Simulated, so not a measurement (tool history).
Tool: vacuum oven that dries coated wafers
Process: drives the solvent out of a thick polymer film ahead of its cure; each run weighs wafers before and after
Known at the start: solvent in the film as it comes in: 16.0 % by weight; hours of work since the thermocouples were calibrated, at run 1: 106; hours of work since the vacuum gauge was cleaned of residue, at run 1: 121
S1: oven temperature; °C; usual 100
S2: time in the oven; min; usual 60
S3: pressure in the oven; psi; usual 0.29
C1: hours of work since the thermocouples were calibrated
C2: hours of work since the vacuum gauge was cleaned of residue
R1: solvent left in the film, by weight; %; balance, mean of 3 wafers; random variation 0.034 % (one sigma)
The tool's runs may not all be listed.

run 1 day=0 | S1=100 S2=60 S3=0.29 | C1=106 C2=121 | R1=2.04
run 2 day=1.292 | S1=111 S2=60 S3=0.29 | C1=120 C2=135 | R1=0.82
run 3 day=2.079 | S1=111 S2=60 S3=0.29 | C1=129 C2=144 | R1=0.86
run 4 day=3.108 | S1=111 S2=60 S3=0.29 | C1=140 C2=155 | R1=0.82
run 5 day=4.458 | S1=111 S2=60 S3=0.29 | C1=155 C2=169 | R1=0.85
run 6 day=5.733 | S1=115 S2=60 S3=0.29 | C1=168 C2=183 | R1=0.59
run 7 day=6.517 | S1=115 S2=60 S3=0.29 | C1=177 C2=192 | R1=0.62
run 8 day=7.358 | S1=115 S2=60 S3=0.29 | C1=186 C2=201 | R1=0.55
run 9 day=7.971 | S1=115 S2=60 S3=0.29 | C1=192 C2=207 | R1=0.57
run 10 day=8.75 | S1=100 S2=60 S3=0.29 | C1=201 C2=216 | R1=2.07
run 11 day=9.542 | S1=100 S2=60 S3=0.29 | C1=209 C2=224 | R1=2.06
run 12 day=10.738 | S1=100 S2=60 S3=0.29 | C1=222 C2=237 | R1=2.12
run 13 day=11.554 | S1=100 S2=60 S3=0.29 | C1=231 C2=246 | R1=2.1
run 14 day=12.867 | S1=100 S2=60 S3=0.408 | C1=245 C2=260 | R1=2.36
-- day=13.046 oven's thermocouples calibrated
run 15 day=14.108 | S1=100 S2=60 S3=0.408 | C1=11 C2=273 | R1=2.51
run 16 day=15.004 | S1=87 S2=98 S3=0.203 | C1=21 C2=282 | R1=2.69
run 17 day=16.467 | S1=100 S2=60 S3=0.193 | C1=37 C2=298 | R1=2
run 18 day=17.321 | S1=100 S2=64 S3=0.683 | C1=46 C2=307 | R1=2.91
run 19 day=18.029 | S1=109 S2=64 S3=0.68 | C1=54 C2=315 | R1=1.61
-- day=18.696 oven's thermocouples calibrated, once more
run 20 day=19.171 | S1=95 S2=105 S3=1.13 | C1=5 C2=326 | R1=3.57
run 21 day=20.562 | S1=99 S2=61 S3=0.145 | C1=20 C2=341 | R1=1.79
run 22 day=21.342 | S1=92 S2=33 S3=0.947 | C1=29 C2=350 | R1=7.43
run 23 day=21.967 | S1=100 S2=59 S3=0.29 | C1=35 C2=357 | R1=2.01
run 24 day=22.783 | S1=98 S2=30 S3=0.29 | C1=44 C2=365 | R1=5.25
run 25 day=23.971 | S1=94 S2=98 S3=0.696 | C1=57 C2=378 | R1=2.72
run 26 day=24.8 | S1=95 S2=50 S3=0.727 | C1=66 C2=387 | R1=4.63
run 27 day=26 | S1=95 S2=50 S3=0.727 | C1=79 C2=400 | R1=4.71
run 28 day=26.929 | S1=95 S2=73 S3=0.727 | C1=89 C2=410 | R1=3.38
run 29 day=28.088 | S1=105 S2=81 S3=0.772 | C1=101 C2=423 | R1=1.73
run 30 day=28.912 | S1=100 S2=32 S3=0.348 | C1=110 C2=432 | R1=4.51

4 ways to go on from here, each from the tool as it stands after run 30. What would each give?
run A day=29.633 | S1=106 S2=60 S3=0.29 | C1=118 C2=439 | R1=?
run B day=29.633 | S1=100 S2=57 S3=0.348 | C1=118 C2=439 | R1=?
run C day=29.633 | S1=85 S2=32 S3=0.348 | C1=118 C2=439 | R1=?
run D day=29.633 | S1=100 S2=32 S3=0.59 | C1=118 C2=439 | R1=?

run=A R1=1.3
run=B R1=2.27
run=C R1=8.01
run=D R1=4.91
Without the tool's hidden state the same runs would have given:
run=A R1=1.28
run=B R1=2.24
run=C R1=7.97
run=D R1=4.88

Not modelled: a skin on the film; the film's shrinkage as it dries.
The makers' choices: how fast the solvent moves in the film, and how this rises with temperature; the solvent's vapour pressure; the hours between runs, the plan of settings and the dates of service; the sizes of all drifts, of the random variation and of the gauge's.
